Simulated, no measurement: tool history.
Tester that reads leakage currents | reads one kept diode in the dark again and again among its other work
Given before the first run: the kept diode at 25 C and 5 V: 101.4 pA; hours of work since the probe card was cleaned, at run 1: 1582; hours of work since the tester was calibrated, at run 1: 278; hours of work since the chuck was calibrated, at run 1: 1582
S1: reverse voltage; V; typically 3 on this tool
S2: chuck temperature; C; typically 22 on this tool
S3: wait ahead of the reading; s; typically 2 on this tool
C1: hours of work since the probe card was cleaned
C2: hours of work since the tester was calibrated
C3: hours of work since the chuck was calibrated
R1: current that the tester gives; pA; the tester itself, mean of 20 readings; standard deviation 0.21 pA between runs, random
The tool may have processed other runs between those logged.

run 1 hour=0 | S1=3 S2=22 S3=2 | C1=1582 C2=278 C3=1582 | R1=80.46
run 2 hour=19.6 | S1=3 S2=22 S3=2 | C1=1594 C2=289 C3=1594 | R1=80.49
run 3 hour=51.1 | S1=3 S2=22 S3=2 | C1=1612 C2=307 C3=1612 | R1=80.75
run 4 hour=77.6 | S1=2.72 S2=22 S3=2 | C1=1627 C2=322 C3=1627 | R1=78.14
run 5 hour=101 | S1=2.72 S2=22 S3=2 | C1=1641 C2=336 C3=1641 | R1=78.08
run 6 hour=115.4 | S1=5.9 S2=22 S3=2 | C1=1649 C2=344 C3=1649 | R1=106.19
run 7 hour=134.6 | S1=3 S2=22 S3=2 | C1=1660 C2=355 C3=1660 | R1=80.97
run 8 hour=158.5 | S1=3 S2=22 S3=1.47 | C1=1674 C2=369 C3=1674 | R1=81.22
run 9 hour=188.5 | S1=3 S2=22 S3=2.72 | C1=1691 C2=386 C3=1691 | R1=81.68
run 10 hour=205.7 | S1=3 S2=22 S3=2.72 | C1=1701 C2=396 C3=1701 | R1=81.73
run 11 hour=239.6 | S1=3 S2=22 S3=2.72 | C1=1720 C2=416 C3=1720 | R1=81.77
run 12 hour=274 | S1=3 S2=22 S3=2.72 | C1=1740 C2=435 C3=1740 | R1=82.49
-- hour=290.7 chuck's temperature calibrated
-- hour=310.3 probe card cleaned and baked
run 13 hour=310.6 | S1=3 S2=22 S3=2.72 | C1=0 C2=454 C3=10 | R1=66.44
run 14 hour=331.1 | S1=3 S2=22 S3=2.72 | C1=12 C2=465 C3=22 | R1=66.36
run 15 hour=363.6 | S1=3 S2=22 S3=2 | C1=31 C2=484 C3=40 | R1=66.96
run 16 hour=382.2 | S1=3 S2=22 S3=2 | C1=41 C2=495 C3=51 | R1=66.71
run 17 hour=416.6 | S1=3 S2=22 S3=2 | C1=61 C2=515 C3=71 | R1=66.96
run 18 hour=440.7 | S1=3 S2=22 S3=2 | C1=75 C2=528 C3=85 | R1=67.21
run 19 hour=463.2 | S1=3 S2=22 S3=2 | C1=88 C2=541 C3=98 | R1=67.6
run 20 hour=497.2 | S1=3 S2=22 S3=2 | C1=108 C2=561 C3=117 | R1=67.52
run 21 hour=527.2 | S1=3 S2=22 S3=2 | C1=125 C2=578 C3=134 | R1=67.75
run 22 hour=559 | S1=3 S2=45 S3=0.87 | C1=143 C2=596 C3=153 | R1=418.93
run 23 hour=593.3 | S1=3 S2=40 S3=0.94 | C1=163 C2=616 C3=172 | R1=288.3
run 24 hour=613.8 | S1=1.13 S2=32 S3=2.68 | C1=175 C2=628 C3=184 | R1=109.96
run 25 hour=631.1 | S1=1.13 S2=32 S3=2.68 | C1=185 C2=638 C3=194 | R1=110.22
run 26 hour=650 | S1=14.61 S2=32 S3=2.68 | C1=195 C2=649 C3=205 | R1=270.24
run 27 hour=665.1 | S1=3.33 S2=22 S3=2 | C1=204 C2=658 C3=214 | R1=70.88
run 28 hour=691.9 | S1=1.58 S2=20 S3=1.43 | C1=220 C2=673 C3=229 | R1=45.99
run 29 hour=724.8 | S1=1.5 S2=22 S3=0.48 | C1=238 C2=692 C3=248 | R1=54.34
run 30 hour=742.6 | S1=3 S2=22 S3=4.98 | C1=249 C2=702 C3=258 | R1=68.69
run 31 hour=776.9 | S1=3 S2=22 S3=4.98 | C1=268 C2=722 C3=278 | R1=69.12
run 32 hour=791.4 | S1=14.33 S2=52 S3=5.83 | C1=277 C2=730 C3=286 | R1=1192.55
run 33 hour=819.8 | S1=3.41 S2=33 S3=4.3 | C1=293 C2=747 C3=303 | R1=176.26
run 34 hour=842.8 | S1=3.41 S2=33 S3=4.3 | C1=306 C2=760 C3=316 | R1=176.19
run 35 hour=876.6 | S1=1.03 S2=22 S3=0.94 | C1=326 C2=779 C3=335 | R1=47.47
run 36 hour=891 | S1=1.03 S2=22 S3=0.94 | C1=334 C2=788 C3=344 | R1=47.86
run 37 hour=921.1 | S1=1.03 S2=22 S3=0.94 | C1=351 C2=805 C3=361 | R1=48.06
run 38 hour=951.2 | S1=10.8 S2=41 S3=0.94 | C1=369 C2=822 C3=378 | R1=492.28
run 39 hour=965.8 | S1=2.02 S2=41 S3=0.94 | C1=377 C2=831 C3=387 | R1=276.02
run 40 hour=982.9 | S1=2.02 S2=41 S3=0.94 | C1=387 C2=840 C3=396 | R1=276.02

3 options for the next run, each taken on its own from the tool as it stands now. Forecast them:
run A hour=997.3 | S1=2.47 S2=24 S3=5.85 | C1=395 C2=849 C3=405 | R1=?
run B hour=997.3 | S1=1.73 S2=52 S3=6.64 | C1=395 C2=849 C3=405 | R1=?
run C hour=997.3 | S1=3 S2=23 S3=9.33 | C1=395 C2=849 C3=405 | R1=?

run=A R1=77.29
run=B R1=579.41
run=C R1=76.34
Without the tool's unlogged condition, the same runs would have read:
run=A R1=73.32
run=B R1=559.61
run=C R1=72.17

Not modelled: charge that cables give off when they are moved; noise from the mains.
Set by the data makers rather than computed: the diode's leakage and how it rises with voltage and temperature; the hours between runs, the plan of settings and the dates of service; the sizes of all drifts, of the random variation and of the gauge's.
